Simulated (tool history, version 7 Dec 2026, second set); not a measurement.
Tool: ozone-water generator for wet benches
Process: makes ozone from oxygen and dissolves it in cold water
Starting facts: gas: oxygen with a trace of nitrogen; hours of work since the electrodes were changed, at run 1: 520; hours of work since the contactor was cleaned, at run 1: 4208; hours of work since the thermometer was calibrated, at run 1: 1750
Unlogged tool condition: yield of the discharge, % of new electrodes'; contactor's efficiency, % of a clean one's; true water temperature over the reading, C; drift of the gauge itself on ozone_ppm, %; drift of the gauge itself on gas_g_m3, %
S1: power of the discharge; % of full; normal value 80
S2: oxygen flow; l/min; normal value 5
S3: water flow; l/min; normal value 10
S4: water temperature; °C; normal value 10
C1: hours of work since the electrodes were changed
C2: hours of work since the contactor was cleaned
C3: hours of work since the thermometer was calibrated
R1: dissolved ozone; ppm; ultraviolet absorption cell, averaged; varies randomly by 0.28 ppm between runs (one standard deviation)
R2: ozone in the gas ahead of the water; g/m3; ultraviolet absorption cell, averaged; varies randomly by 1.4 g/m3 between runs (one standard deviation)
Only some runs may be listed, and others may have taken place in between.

| run | day | S1 | S2 | S3 | S4 | C1 | C2 | C3 | R1 | R2 |
|---|---|---|---|---|---|---|---|---|---|---|
| 1 | 0 | 80 | 5 | 10 | 10 | 520 | 4208 | 1750 | 43.2 | 261 |
| 2 | 0.704 | 80 | 5 | 10 | 10 | 531 | 4220 | 1761 | 43.1 | 258.4 |
| 3 | 2.167 | 80 | 6.36 | 10 | 10 | 555 | 4243 | 1784 | 42.4 | 232.7 |
| 4 | 3.55 | 80 | 6.36 | 10 | 10 | 577 | 4265 | 1807 | 42.5 | 231.1 |
| 5 | 4.917 | 80 | 6.36 | 10 | 10 | 599 | 4287 | 1829 | 42.7 | 232.8 |
| 6 | 5.842 | 41 | 6.36 | 10 | 10 | 614 | 4302 | 1843 | 26.6 | 146 |
| 7 | 6.883 | 41 | 6.36 | 10 | 10 | 631 | 4319 | 1860 | 26.8 | 146.2 |
| 8 | 7.583 | 41 | 6.36 | 10 | 10 | 642 | 4330 | 1871 | 26.6 | 145.4 |
| 9 | 8.746 | 41 | 6.36 | 10 | 10 | 661 | 4349 | 1890 | 27 | 145.8 |
| 10 | 9.525 | 80 | 5 | 10 | 10 | 673 | 4362 | 1903 | 42.9 | 262.3 |
| 11 | 10.179 | 80 | 5 | 10 | 13 | 684 | 4372 | 1913 | 40.8 | 259 |
| 12 | 11.6 | 80 | 5 | 10 | 13 | 707 | 4395 | 1936 | 40.8 | 258.6 |
| 13 | 12.704 | 80 | 5 | 7 | 13 | 724 | 4413 | 1954 | 51.7 | 259.2 |
| 14 | 14.046 | 80 | 5 | 10 | 17 | 746 | 4434 | 1975 | 38 | 261.9 |
| 15 | 15.033 | 80 | 3.72 | 10 | 10 | 762 | 4450 | 1991 | 42.1 | 297.6 |
| 16 | 15.838 | 80 | 5 | 10 | 10 | 775 | 4463 | 2004 | 42.9 | 260.1 |
| 17 | 16.621 | 80 | 5 | 10 | 10 | 787 | 4476 | 2017 | 43.1 | 259.7 |
| 18 | 17.792 | 48 | 6.74 | 10 | 10 | 806 | 4494 | 2036 | 29.8 | 157.4 |
| 19 | 18.508 | 48 | 6.74 | 10 | 10 | 818 | 4506 | 2047 | 29.5 | 157.1 |
| 20 | 19.367 | 48 | 6.74 | 11 | 10 | 832 | 4520 | 2061 | 27.9 | 157.9 |
|  | 19.604 | contactor cleaned |
| 21 | 20.675 | 59 | 6.74 | 8 | 10 | 850 | 17 | 2079 | 39 | 182.6 |
| 22 | 21.812 | 63 | 5 | 8 | 11 | 868 | 35 | 2098 | 41.7 | 219.6 |
| 23 | 23.15 | 63 | 2.92 | 9 | 11 | 890 | 57 | 2119 | 38.2 | 283.2 |
| 24 | 24.592 | 63 | 2.92 | 9 | 11 | 913 | 80 | 2142 | 38.3 | 284 |
| 25 | 25.729 | 43 | 5 | 10 | 12 | 931 | 99 | 2161 | 26.5 | 168.6 |
|  | 26.442 | contactor cleaned, once more |
| 26 | 26.888 | 80 | 2.54 | 10 | 10 | 947 | 7 | 2177 | 41.5 | 354.8 |
| 27 | 27.542 | 55 | 3.84 | 10 | 10 | 958 | 18 | 2187 | 33.6 | 227.2 |
| 28 | 28.983 | 84 | 5.44 | 11 | 5 | 981 | 41 | 2210 | 45.4 | 259.8 |
| 29 | 30.212 | 45 | 5.43 | 7 | 7 | 1001 | 61 | 2230 | 39.3 | 166.5 |
| 30 | 31.092 | 45 | 5.43 | 7 | 7 | 1015 | 75 | 2244 | 38.9 | 166.4 |
| 31 | 32.421 | 45 | 3.79 | 7 | 7 | 1036 | 96 | 2266 | 40.3 | 198.7 |
| 32 | 33.754 | 76 | 3.79 | 7 | 7 | 1058 | 118 | 2287 | 58.4 | 282.2 |
| 33 | 34.9 | 76 | 3.79 | 7 | 7 | 1076 | 136 | 2306 | 57.6 | 285.1 |

Table of differences, measured result less the result of that run with no hidden state. Run-to-run variation is the same in both. Gauge scatter possibly is not:
| run | R1 | R2 |
|---|---|---|
| 1 | -1.2 | -2.8 |
| 2 | -1.2 | -2.8 |
| 3 | -1.3 | -2.6 |
| 4 | -1.3 | -2.7 |
| 5 | -1.3 | -2.7 |
| 6 | -0.6 | -1 |
| 7 | -0.7 | -1 |
| 8 | -0.7 | -1 |
| 9 | -0.7 | -1.1 |
| 10 | -1.3 | -3.3 |
| 11 | -1.3 | -3.3 |
| 12 | -1.3 | -3.3 |
| 13 | -1.5 | -3.4 |
| 14 | -1.3 | -3.5 |
| 15 | -1.4 | -4 |
| 16 | -1.4 | -3.5 |
| 17 | -1.4 | -3.5 |
| 18 | -0.8 | -1.4 |
| 19 | -0.8 | -1.5 |
| 20 | -0.9 | -1.5 |
| 21 | -1.6 | -2.1 |
| 22 | -1.7 | -2.7 |
| 23 | -1.6 | -3.6 |
| 24 | -1.7 | -3.7 |
| 25 | -1.1 | -1.5 |
| 26 | -0.8 | -5.5 |
| 27 | -0.5 | -2.7 |
| 28 | -1 | -4.3 |
| 29 | -0.6 | -1.7 |
| 30 | -0.6 | -1.7 |
| 31 | -0.6 | -2.1 |
| 32 | -1.2 | -4.6 |
| 33 | -1.2 | -4.7 |
